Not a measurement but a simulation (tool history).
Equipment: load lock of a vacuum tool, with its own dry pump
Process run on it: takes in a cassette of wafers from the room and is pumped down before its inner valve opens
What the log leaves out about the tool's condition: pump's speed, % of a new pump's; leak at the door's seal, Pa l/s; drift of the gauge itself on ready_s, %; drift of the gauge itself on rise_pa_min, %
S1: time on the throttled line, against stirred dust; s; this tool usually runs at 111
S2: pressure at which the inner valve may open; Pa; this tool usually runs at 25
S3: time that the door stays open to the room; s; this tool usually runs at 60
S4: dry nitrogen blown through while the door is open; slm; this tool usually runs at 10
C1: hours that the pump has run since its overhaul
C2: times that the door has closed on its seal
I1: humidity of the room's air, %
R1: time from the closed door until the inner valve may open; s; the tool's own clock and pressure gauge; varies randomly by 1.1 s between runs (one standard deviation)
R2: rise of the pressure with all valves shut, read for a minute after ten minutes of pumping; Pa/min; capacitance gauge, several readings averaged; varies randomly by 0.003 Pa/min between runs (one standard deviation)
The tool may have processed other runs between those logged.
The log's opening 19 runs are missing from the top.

run	hour	S1	S2	S3	S4	C1	C2	I1	R1	R2
20	1354.2	73	21	95	10	10097	8044	43.8	158.6	0.076
21	1436.5	73	21	95	10	10179	8344	42.6	158.5	0.070
22	1476.5	73	21	95	10	10219	8491	40.8	157.8	0.075
23	1550.7	111	21	95	10	10293	8762	44.9	188.5	0.075
24	1640.6	111	21	95	10	10383	9091	43.0	187.6	0.081
25	1711.5	111	21	95	10	10454	9351	46.3	187.6	0.083
26	1805.2	103	31	35	23	10548	9693	45.5	176.8	0.054
27	1874.7	118	28	35	15	10617	9948	44.5	193.1	0.061
28	1916.7	118	28	35	15	10659	10101	42.6	189.3	0.058
29	1999.4	118	28	35	15	10742	10404	47.7	190.0	0.064
30	2043.5	111	30	90	8	10786	10565	45.6	183.2	0.088
31	2094.3	59	18	90	8	10837	10751	47.5	150.9	0.094
32	2135.1	59	18	90	8	10878	10900	42.0	151.4	0.081
33	2223.2	59	18	90	8	10966	11222	45.2	151.3	0.087
34	2313.6	217	25	60	16	11056	11553	46.4	266.7	0.075
35	2380.8	217	25	60	9	11123	11799	45.9	266.4	0.082
36	2449.2	217	25	60	9	11192	12049	41.9	268.8	0.080

The next listed run, before its measurement:
37	2497.9	217	25	60	9	11241	12227	43.6	?	?

{"run 37": {"R1": 267.5, "R2": 0.084}}
The same run, on a tool lacking any hidden state, would have yielded R1 259.0 s, R2 0.036 Pa/min.
